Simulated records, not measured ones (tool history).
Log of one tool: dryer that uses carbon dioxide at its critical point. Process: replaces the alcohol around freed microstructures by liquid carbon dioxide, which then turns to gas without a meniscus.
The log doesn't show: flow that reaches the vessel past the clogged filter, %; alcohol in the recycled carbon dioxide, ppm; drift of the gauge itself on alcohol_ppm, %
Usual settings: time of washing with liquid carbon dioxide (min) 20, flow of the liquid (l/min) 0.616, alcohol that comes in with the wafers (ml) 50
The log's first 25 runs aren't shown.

| run | hour | time of washing with liquid carbon dioxide (min) | flow of the liquid (l/min) | alcohol that comes in with the wafers (ml) | hours of work since the filter was changed | hours of work since the purifier's bed was changed | alcohol left in the vessel before it's heated (ppm by volume) |
|---|---|---|---|---|---|---|---|
| 26 | 196.8 | 22 | 0.962 | 77 | 131 | 96 | 23 |
| 27 | 207.9 | 12 | 0.616 | 50 | 135 | 99 | 1169 |
| 28 | 219.2 | 12 | 0.616 | 50 | 138 | 103 | 1202 |
| 29 | 225.1 | 15 | 0.377 | 79 | 140 | 105 | 3799 |
| 30 | 232.1 | 25 | 0.616 | 51 | 143 | 107 | 66 |
| 31 | 239.3 | 25 | 0.616 | 51 | 145 | 109 | 72 |
| 32 | 250.8 | 26 | 0.827 | 69 | 149 | 113 | 38 |
| 33 | 259.5 | 26 | 0.827 | 69 | 152 | 116 | 37 |
| 34 | 271 | 26 | 0.646 | 69 | 155 | 120 | 78 |
| 35 | 280.3 | 26 | 0.646 | 69 | 158 | 123 | 71 |
| 36 | 289.1 | 18 | 0.845 | 40 | 161 | 126 | 81 |
| 37 | 297.7 | 21 | 0.841 | 33 | 164 | 128 | 43 |
| 38 | 303.4 | 20 | 0.963 | 50 | 166 | 130 | 32 |
| 39 | 310.6 | 20 | 0.963 | 50 | 168 | 133 | 49 |
|  | 312.6 | inlet filter changed |
| 40 | 318.6 | 29 | 0.616 | 69 | 2 | 135 | 48 |
| 41 | 326.7 | 27 | 0.432 | 47 | 5 | 137 | 146 |
| 42 | 336.8 | 27 | 0.432 | 47 | 8 | 141 | 156 |
| 43 | 343.4 | 27 | 0.432 | 47 | 10 | 143 | 155 |

Forecast each of these 4 alternatives for the next run:
| A | 354.5 | 28 | 0.743 | 77 | 14 | 146 | ? |
| B | 354.5 | 13 | 0.427 | 40 | 14 | 146 | ? |
| C | 354.5 | 27 | 0.92 | 47 | 14 | 146 | ? |
| D | 354.5 | 14 | 0.872 | 35 | 14 | 146 | ? |

| run | alcohol left in the vessel before it's heated (ppm by volume) |
|---|---|
| A | 42 |
| B | 1627 |
| C | 31 |
| D | 106 |
Without the tool's hidden state the same runs would have given:
| run | alcohol left in the vessel before it's heated (ppm by volume) |
|---|---|
| A | 9 |
| B | 1521 |
| C | 0 |
| D | 65 |

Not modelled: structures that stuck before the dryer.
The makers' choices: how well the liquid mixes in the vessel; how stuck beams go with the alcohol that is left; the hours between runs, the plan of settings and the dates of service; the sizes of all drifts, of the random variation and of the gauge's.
